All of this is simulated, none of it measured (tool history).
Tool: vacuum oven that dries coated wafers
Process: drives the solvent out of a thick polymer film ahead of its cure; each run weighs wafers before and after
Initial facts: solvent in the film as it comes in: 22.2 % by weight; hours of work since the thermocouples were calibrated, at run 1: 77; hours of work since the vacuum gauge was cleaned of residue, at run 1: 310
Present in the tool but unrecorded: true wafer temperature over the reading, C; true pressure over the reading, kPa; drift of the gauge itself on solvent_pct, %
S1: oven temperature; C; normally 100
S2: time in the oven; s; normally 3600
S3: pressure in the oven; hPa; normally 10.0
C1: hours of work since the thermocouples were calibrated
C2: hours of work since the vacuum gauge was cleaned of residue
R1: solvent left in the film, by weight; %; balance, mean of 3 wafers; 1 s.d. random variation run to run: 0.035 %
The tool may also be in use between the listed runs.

run,day,S1,S2,S3,C1,C2,R1
1,0.000,100,3600,10.0,77,310,4.29
2,0.296,100,3600,10.0,81,313,4.34
3,0.667,92,3600,10.0,85,318,6.91
4,1.033,100,3600,10.0,90,322,4.35
5,1.533,100,4680,10.0,96,328,2.96
6,2.012,100,4680,10.0,102,334,2.91
7,2.504,100,4680,10.0,108,340,2.95
8,3.004,100,4680,10.0,114,346,2.95
9,3.438,100,4140,10.0,119,352,3.53
10,3.983,100,3600,5.6,126,358,4.09
11,4.433,100,3540,10.0,131,364,4.37
12,4.725,100,3600,6.8,135,367,4.16
13,5.000,100,3600,6.8,138,371,4.12
14,5.317,100,3600,10.0,142,375,4.25
15,5.733,90,3600,10.0,147,380,7.64
16,6.150,90,3600,10.0,152,385,7.54
17,6.533,100,3600,8.7,157,389,4.28
18,6.954,100,3600,8.7,162,395,4.23
19,7.188,87,4860,36.6,165,397,8.65
20,7.542,87,3720,36.6,169,402,10.16
21,7.771,87,3720,36.6,172,405,10.08

Run 22 has not been measured yet. What should we expect?
22,8.300,100,3540,10.6,178,411,?

Run 22 gave R1 4.44 %.
With no hidden state in the tool, this same run would have given R1 4.45 %.
